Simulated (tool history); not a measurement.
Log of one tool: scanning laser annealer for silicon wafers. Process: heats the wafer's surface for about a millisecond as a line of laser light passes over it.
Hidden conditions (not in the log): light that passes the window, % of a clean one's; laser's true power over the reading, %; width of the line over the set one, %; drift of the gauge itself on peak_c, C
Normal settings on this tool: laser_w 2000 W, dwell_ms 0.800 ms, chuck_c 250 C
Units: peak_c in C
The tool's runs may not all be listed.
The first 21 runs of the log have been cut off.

run	hour	laser_w	dwell_ms	chuck_c	hours of work since the window was cleaned	hours of work since the power meter was calibrated	hours of work since the optics were aligned	peak_c
22	470.2	2189	0.662	269	287	287	52	1022
23	501.0	2189	0.662	269	303	303	68	1023
24	531.0	2011	0.618	259	319	319	84	922
25	544.7	2011	0.618	259	326	326	91	922
26	572.5	2005	0.800	250	340	340	105	1000
# hour 576.9: window over the wafer cleaned
27	588.8	2005	0.800	250	6	348	113	1001
28	614.1	2142	0.600	285	19	361	126	987
29	638.7	2142	0.826	285	32	374	139	1110
30	666.3	2142	0.826	285	47	388	153	1111
31	697.8	2053	0.642	278	63	405	170	968
32	720.4	2053	0.642	278	75	416	181	966

What if the next run were any one of these 4? Each begins from the tool's condition after run 32:
A	747.3	1938	0.736	224	89	431	195	?
B	747.3	1951	0.675	278	89	431	195	?
C	747.3	1823	0.642	278	89	431	195	?
D	747.3	1886	0.570	219	89	431	195	?

run	peak_c
A	918
B	942
C	877
D	804
With no hidden state in the tool, these same runs would have given:
run	peak_c
A	918
B	943
C	877
D	805

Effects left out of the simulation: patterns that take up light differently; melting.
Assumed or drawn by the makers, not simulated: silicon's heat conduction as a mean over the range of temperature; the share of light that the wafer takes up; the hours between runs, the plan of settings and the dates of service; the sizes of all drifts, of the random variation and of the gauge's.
